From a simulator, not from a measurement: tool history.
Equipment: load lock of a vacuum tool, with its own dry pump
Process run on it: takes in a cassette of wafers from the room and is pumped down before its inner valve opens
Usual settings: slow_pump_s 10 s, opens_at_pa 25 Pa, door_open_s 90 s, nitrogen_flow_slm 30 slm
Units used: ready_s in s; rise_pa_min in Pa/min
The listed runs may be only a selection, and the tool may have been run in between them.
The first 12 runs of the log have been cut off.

run	hour	slow_pump_s	opens_at_pa	door_open_s	nitrogen_flow_slm	incoming humidity of the room's air, %	ready_s	rise_pa_min
13	1169.3	10	25	121	30	46.1	20.6	0.221
14	1283.2	10	25	90	30	42.9	20.6	0.215
15	1386.8	10	25	90	30	42.3	20.5	0.217
16	1440.9	10	25	90	30	42.7	20.5	0.221
17	1502.5	10	25	90	6	45.2	20.5	0.257
18	1574.7	6	33	44	30	44.6	17.0	0.212
19	1655.3	17	18	150	30	46.0	26.2	0.247
20	1739.5	8	26	150	30	45.1	19.1	0.243
21	1830.7	14	19	26	7	42.5	24.1	0.221
22	1913.5	8	34	88	30	40.7	18.6	0.232
23	1977.1	6	25	90	25	46.2	17.7	0.246
24	2111.3	6	25	90	25	47.3	17.8	0.249
25	2230.0	6	25	90	25	50.5	17.6	0.256
26	2343.1	7	25	31	30	42.1	18.4	0.226
27	2458.8	10	36	68	24	48.8	20.1	0.258
28	2587.1	10	36	68	24	43.2	20.1	0.257
29	2693.3	6	32	63	22	48.1	17.4	0.265
30	2819.3	10	25	90	8	41.6	20.5	0.293
31	2880.8	10	37	90	4	46.6	19.9	0.317
32	2990.8	6	20	43	21	46.8	17.9	0.266
33	3077.8	16	25	90	30	45.5	25.3	0.287
34	3205.8	16	33	50	30	42.4	24.8	0.261

Consider 4 possible next runs. They are alternatives, not a sequence: every one starts from the tool as it was left by run 34. What does each give?
A	3291.4	16	25	90	30	40.4	?	?
B	3291.4	10	33	64	8	47.8	?	?
C	3291.4	10	31	90	21	46.2	?	?
D	3291.4	10	25	90	11	42.2	?	?

run	ready_s	rise_pa_min
A	25.3	0.281
B	20.1	0.311
C	20.3	0.301
D	20.7	0.305
Without the tool's hidden state the same runs would have given:
run	ready_s	rise_pa_min
A	24.8	0.058
B	19.5	0.089
C	19.7	0.076
D	20.1	0.083
